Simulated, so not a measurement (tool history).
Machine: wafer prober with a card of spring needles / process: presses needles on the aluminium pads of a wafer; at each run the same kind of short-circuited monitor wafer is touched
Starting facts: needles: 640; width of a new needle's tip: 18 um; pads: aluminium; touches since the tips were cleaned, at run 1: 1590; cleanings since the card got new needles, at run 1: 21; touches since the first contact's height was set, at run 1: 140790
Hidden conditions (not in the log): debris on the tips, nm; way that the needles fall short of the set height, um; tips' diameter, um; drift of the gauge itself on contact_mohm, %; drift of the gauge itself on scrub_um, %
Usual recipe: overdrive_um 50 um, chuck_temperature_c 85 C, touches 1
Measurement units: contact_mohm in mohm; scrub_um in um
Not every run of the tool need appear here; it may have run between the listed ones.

run	hour	overdrive_um	chuck_temperature_c	touches	touches since the tips were cleaned	cleanings since the card got new needles	touches since the first contact's height was set	contact_mohm	scrub_um
1	0	50	85	1	1590	21	140790	204	8.87
# hour 11.5: tips cleaned on abrasive film
2	11.5	50	85	1	0	22	145416	173	8.77
3	19.8	50	43	1	3345	22	148761	234	8.91
# hour 27.2: tips cleaned on abrasive film
4	35.2	50	43	1	3234	23	154959	234	8.81
# hour 42.7: tips cleaned on abrasive film
5	42.7	50	43	1	0	24	157958	165	8.76
6	56.4	50	43	1	5549	24	163507	260	8.76
# hour 58.6: tips cleaned on abrasive film
7	64.3	50	43	1	2292	25	166657	224	8.95
# hour 74.3: tips cleaned on abrasive film
8	75.9	50	43	1	637	26	171294	190	8.85
# hour 89.8: tips cleaned on abrasive film
9	89.8	50	43	1	0	27	176907	165	8.77
10	98.6	57	43	1	3555	27	180462	219	9.9
# hour 105.4: tips cleaned on abrasive film
11	106.3	50	85	2	373	28	183542	180	8.83
12	117.8	47	70	1	5012	28	188181	270	8.21
# hour 121.9: tips cleaned on abrasive film
13	133.4	41	27	2	4686	29	194477	243	7.15
# hour 137.1: tips cleaned on abrasive film
14	141.3	41	27	2	1714	30	197636	203	6.94
15	149.7	64	112	1	5107	30	201029	220	11.25
# hour 152.5: tips cleaned on abrasive film
16	160.1	50	87	2	3060	31	205181	206	8.7
# hour 168: tips cleaned on abrasive film
17	173	67	87	2	2036	32	210378	178	11.87
# hour 183.3: tips cleaned on abrasive film
18	186.2	67	87	2	1191	33	215679	173	11.81
# hour 199.1: tips cleaned on abrasive film
19	203	64	27	2	1609	34	222445	171	11.35
# hour 208.8: height of the first contact set anew
# hour 215.4: tips cleaned on abrasive film
20	216.9	50	85	3	624	35	3240	173	9.32
21	229	50	85	3	5493	35	8109	196	9.28
# hour 230.8: tips cleaned on abrasive film
22	239.7	42	34	1	3608	36	12400	262	7.64

What differs in the tool's unlogged condition from the final listed run ahead of each entry between runs to the first listed run following it?
After run 1, before run 2: tips cleaned on abrasive film (hour 11.5)
  debris on the tips, nm: 33.6 -> 5.7; way that the needles fall short of the set height, um: 2.14 -> 2.25; tips' diameter, um: 18.75 -> 18.79
  what was measured, less what the result would be without the hidden state, contact_mohm: +41 -> +8 mohm; scrub_um: -0.39 -> -0.42 um
After run 3, before run 4: tips cleaned on abrasive film (hour 27.2)
  debris on the tips, nm: 62.1 -> 56.8; way that the needles fall short of the set height, um: 2.25 -> 2.32; tips' diameter, um: 18.79 -> 18.81
  what was measured, less what the result would be without the hidden state, contact_mohm: +80 -> +75 mohm; scrub_um: -0.42 -> -0.43 um
After run 4, before run 5: tips cleaned on abrasive film (hour 42.7)
  debris on the tips, nm: 56.8 -> 6.9; way that the needles fall short of the set height, um: 2.32 -> 2.4; tips' diameter, um: 18.81 -> 18.84
  what was measured, less what the result would be without the hidden state, contact_mohm: +75 -> +10 mohm; scrub_um: -0.43 -> -0.44 um
After run 6, before run 7: tips cleaned on abrasive film (hour 58.6)
  debris on the tips, nm: 79.2 -> 49.8; way that the needles fall short of the set height, um: 2.4 -> 2.53; tips' diameter, um: 18.84 -> 18.89
  what was measured, less what the result would be without the hidden state, contact_mohm: +103 -> +66 mohm; scrub_um: -0.44 -> -0.47 um
After run 7, before run 8: tips cleaned on abrasive film (hour 74.3)
  debris on the tips, nm: 49.8 -> 24.2; way that the needles fall short of the set height, um: 2.53 -> 2.65; tips' diameter, um: 18.89 -> 18.93
  what was measured, less what the result would be without the hidden state, contact_mohm: +66 -> +33 mohm; scrub_um: -0.47 -> -0.5 um
After run 8, before run 9: tips cleaned on abrasive film (hour 89.8)
  debris on the tips, nm: 24.2 -> 4.8; way that the needles fall short of the set height, um: 2.65 -> 2.73; tips' diameter, um: 18.93 -> 18.96
  what was measured, less what the result would be without the hidden state, contact_mohm: +33 -> +7 mohm; scrub_um: -0.5 -> -0.5 um
After run 10, before run 11: tips cleaned on abrasive film (hour 105.4)
  debris on the tips, nm: 61.4 -> 16.7; way that the needles fall short of the set height, um: 2.73 -> 2.86; tips' diameter, um: 18.96 -> 19
  what was measured, less what the result would be without the hidden state, contact_mohm: +64 -> +14 mohm; scrub_um: -0.5 -> -0.53 um
After run 12, before run 13: tips cleaned on abrasive film (hour 121.9)
  debris on the tips, nm: 75.2 -> 71.8; way that the needles fall short of the set height, um: 2.86 -> 2.99; tips' diameter, um: 19 -> 19.05
  what was measured, less what the result would be without the hidden state, contact_mohm: +109 -> +89 mohm; scrub_um: -0.52 -> -0.55 um
After run 13, before run 14: tips cleaned on abrasive film (hour 137.1)
  debris on the tips, nm: 71.8 -> 36.7; way that the needles fall short of the set height, um: 2.99 -> 3.07; tips' diameter, um: 19.05 -> 19.07
  what was measured, less what the result would be without the hidden state, contact_mohm: +89 -> +48 mohm; scrub_um: -0.55 -> -0.56 um
After run 15, before run 16: tips cleaned on abrasive film (hour 152.5)
  debris on the tips, nm: 75.7 -> 55; way that the needles fall short of the set height, um: 3.07 -> 3.18; tips' diameter, um: 19.07 -> 19.11
  what was measured, less what the result would be without the hidden state, contact_mohm: +57 -> +43 mohm; scrub_um: -0.56 -> -0.58 um
After run 16, before run 17: tips cleaned on abrasive film (hour 168)
  debris on the tips, nm: 55 -> 39.1; way that the needles fall short of the set height, um: 3.18 -> 3.27; tips' diameter, um: 19.11 -> 19.15
  what was measured, less what the result would be without the hidden state, contact_mohm: +43 -> +18 mohm; scrub_um: -0.58 -> -0.61 um
After run 17, before run 18: tips cleaned on abrasive film (hour 183.3)
  debris on the tips, nm: 39.1 -> 29.6; way that the needles fall short of the set height, um: 3.27 -> 3.38; tips' diameter, um: 19.15 -> 19.18
  what was measured, less what the result would be without the hidden state, contact_mohm: +18 -> +14 mohm; scrub_um: -0.61 -> -0.62 um
After run 18, before run 19: tips cleaned on abrasive film (hour 199.1)
  debris on the tips, nm: 29.6 -> 37.8; way that the needles fall short of the set height, um: 3.38 -> 3.45; tips' diameter, um: 19.18 -> 19.21
  what was measured, less what the result would be without the hidden state, contact_mohm: +14 -> +21 mohm; scrub_um: -0.62 -> -0.65 um
After run 19, before run 20: height of the first contact set anew (hour 208.8); tips cleaned on abrasive film (hour 215.4)
  debris on the tips, nm: 37.8 -> 18.7; way that the needles fall short of the set height, um: 3.45 -> 0.09; tips' diameter, um: 19.21 -> 19.24
  what was measured, less what the result would be without the hidden state, contact_mohm: +21 -> +9 mohm; scrub_um: -0.65 -> -0.02 um
After run 21, before run 22: tips cleaned on abrasive film (hour 230.8)
  debris on the tips, nm: 79.3 -> 62.3; way that the needles fall short of the set height, um: 0.09 -> 0.19; tips' diameter, um: 19.24 -> 19.27
  what was measured, less what the result would be without the hidden state, contact_mohm: +33 -> +108 mohm; scrub_um: -0.01 -> -0.03 um
